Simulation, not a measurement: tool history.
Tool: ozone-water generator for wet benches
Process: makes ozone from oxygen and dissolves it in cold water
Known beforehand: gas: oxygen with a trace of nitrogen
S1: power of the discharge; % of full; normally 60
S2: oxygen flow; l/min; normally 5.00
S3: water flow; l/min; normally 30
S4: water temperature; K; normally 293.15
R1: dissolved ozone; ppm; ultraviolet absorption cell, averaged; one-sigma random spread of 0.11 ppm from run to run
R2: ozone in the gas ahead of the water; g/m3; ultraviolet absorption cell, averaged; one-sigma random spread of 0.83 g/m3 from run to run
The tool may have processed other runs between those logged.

Run 1, day 0.000: usual settings. Result: R1 7.9 ppm, R2 126.8 g/m3.
Run 2, day 2.838: usual settings. Result: R1 8.0 ppm, R2 127.0 g/m3.
Run 3, day 4.517: usual settings but S2 6.78 l/min. Result: R1 7.6 ppm, R2 104.7 g/m3.
Run 4, day 6.438: usual settings but S2 4.33 l/min. Result: R1 7.7 ppm, R2 137.9 g/m3.
Run 5, day 8.088: usual settings but S2 4.33 l/min. Result: R1 7.5 ppm, R2 139.8 g/m3.
Run 6, day 11.142: usual settings but S3 26 l/min. Result: R1 8.5 ppm, R2 128.4 g/m3.
Run 7, day 13.379: usual settings but S1 69 % of full. Result: R1 8.3 ppm, R2 135.7 g/m3.
Run 8, day 14.900: usual settings but S1 69 % of full. Result: R1 8.3 ppm, R2 133.9 g/m3.
Run 9, day 17.333: usual settings but S1 69 % of full. Result: R1 8.2 ppm, R2 136.5 g/m3.
Run 10, day 18.925: usual settings but S1 69 % of full. Result: R1 8.2 ppm, R2 136.5 g/m3.
Run 11, day 21.192: usual settings but S1 69 % of full. Result: R1 8.2 ppm, R2 136.2 g/m3.
Run 12, day 24.046: usual settings but S3 28 l/min. Result: R1 8.0 ppm, R2 126.7 g/m3.
Run 13, day 25.404: usual settings but S3 28 l/min. Result: R1 7.9 ppm, R2 125.6 g/m3.
At day 26.538: contactor cleaned.
Run 14, day 26.971: usual settings but S3 28 l/min. Result: R1 9.2 ppm, R2 124.3 g/m3.
Run 15, day 28.708: usual settings but S2 4.39 l/min, S3 33 l/min. Result: R1 7.9 ppm, R2 136.9 g/m3.
Run 16, day 30.417: usual settings but S2 4.39 l/min, S3 33 l/min. Result: R1 8.0 ppm, R2 137.1 g/m3.
Run 17, day 33.075: usual settings but S1 84 % of full, S2 5.34 l/min, S3 28 l/min. Result: R1 10.7 ppm, R2 143.2 g/m3.
Run 18, day 35.904: usual settings but S1 84 % of full, S2 5.34 l/min, S3 28 l/min. Result: R1 10.9 ppm, R2 141.7 g/m3.
Run 19, day 38.254: usual settings but S1 45 % of full, S2 6.12 l/min, S3 26 l/min, S4 292.15 K. Result: R1 8.4 ppm, R2 95.1 g/m3.
Run 20, day 40.246: usual settings but S1 45 % of full, S2 6.12 l/min, S3 26 l/min, S4 292.15 K. Result: R1 8.4 ppm, R2 95.3 g/m3.
Run 21, day 43.125: usual settings but S2 3.01 l/min. Result: R1 8.5 ppm, R2 171.1 g/m3.
Run 22, day 46.012: usual settings but S1 41 % of full, S3 28 l/min. Result: R1 7.7 ppm, R2 104.6 g/m3.
Run 23, day 47.429: usual settings but S1 41 % of full, S2 2.67 l/min, S3 28 l/min. Result: R1 7.2 ppm, R2 154.1 g/m3.
Run 24, day 49.462: usual settings but S1 41 % of full, S2 2.67 l/min, S3 28 l/min. Result: R1 7.4 ppm, R2 154.9 g/m3.
Run 25, day 51.033: usual settings but S1 63 % of full, S2 2.67 l/min, S3 28 l/min, S4 289.15 K. Result: R1 9.1 ppm, R2 190.4 g/m3.
Run 26, day 54.154: usual settings but S1 63 % of full, S2 2.67 l/min, S3 28 l/min, S4 289.15 K. Result: R1 9.1 ppm, R2 190.9 g/m3.

What if the next run were any one of these 4? Each begins from the tool's condition after run 26:
Run A, day 56.829: usual settings but S1 79 % of full. Result: R1 ?, R2 ?.
Run B, day 56.829: usual settings but S1 69 % of full, S2 3.56 l/min, S3 27 l/min. Result: R1 ?, R2 ?.
Run C, day 56.829: usual settings but S1 63 % of full, S2 5.88 l/min, S3 28 l/min, S4 294.15 K. Result: R1 ?, R2 ?.
Run D, day 56.829: usual settings but S1 63 % of full, S2 2.67 l/min, S3 28 l/min, S4 289.15 K. Result: R1 ?, R2 ?.

run    R1     R2
  A   9.6  141.8
  B  10.0  164.5
  C   8.8  113.7
  D   9.2  189.0
Take away the tool's hidden state, keep each run's random variation, and the runs would have read:
run    R1     R2
  A  10.8  153.7
  B  11.1  177.3
  C   9.8  122.1
  D  10.2  203.0
